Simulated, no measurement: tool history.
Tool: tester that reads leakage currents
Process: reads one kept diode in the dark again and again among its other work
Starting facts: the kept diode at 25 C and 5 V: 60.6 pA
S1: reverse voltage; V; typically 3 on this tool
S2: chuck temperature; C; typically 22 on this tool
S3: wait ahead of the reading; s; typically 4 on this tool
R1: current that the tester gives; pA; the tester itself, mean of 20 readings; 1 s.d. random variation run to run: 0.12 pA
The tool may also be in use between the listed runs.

run	hour	S1	S2	S3	R1
1	0	3	22	4	36.83
2	95.9	3	22	4	36.56
3	164.4	3	22	4	36.25
# hour 200.5: tester calibrated
4	253.1	3	22	4	36.64
5	338.4	3	22	4	36.68
6	392.2	3	22	4	36.6
7	465.4	3	22	4	36.64
8	542	3	22	4	36.71
9	635.9	3	22	4	36.52
10	719.7	3	22	4	36.69
11	771.9	3	22	4	36.56
12	833.6	3	22	4	36.73
13	917.8	3	22	4	36.75
14	988.2	3	22	4	36.73
15	1068.5	1.96	31	7.05	56
# hour 1140.5: chuck's temperature calibrated
16	1159.3	17.25	29	0.53	168.65
17	1211.9	3	39	0.67	124.48
18	1298.8	7.26	39	0.51	204.65
19	1349.5	1.46	46	0.68	131.99
20	1412	4.78	46	2.08	255.27
21	1452.4	18.11	21	0.43	99.78
22	1504.2	15.39	56	5.88	909.54
23	1600.2	15.39	56	5.88	917.52
24	1672.3	1.85	56	5.88	284.03
25	1763.7	1.85	56	5.88	285.05
26	1807.2	1.85	56	5.88	282.83
27	1903.2	1.85	56	5.88	282.94

Branching from run 27: 3 alternative next runs. What would each branch give?
A	1974.8	1	56	5.88	?
B	1974.8	5.34	25	3.28	?
C	1974.8	1.85	56	0.43	?

run	R1
A	202.05
B	63.38
C	284.54
Without the tool's unlogged condition, the same runs would have read:
run	R1
A	202.12
B	63.37
C	284.64
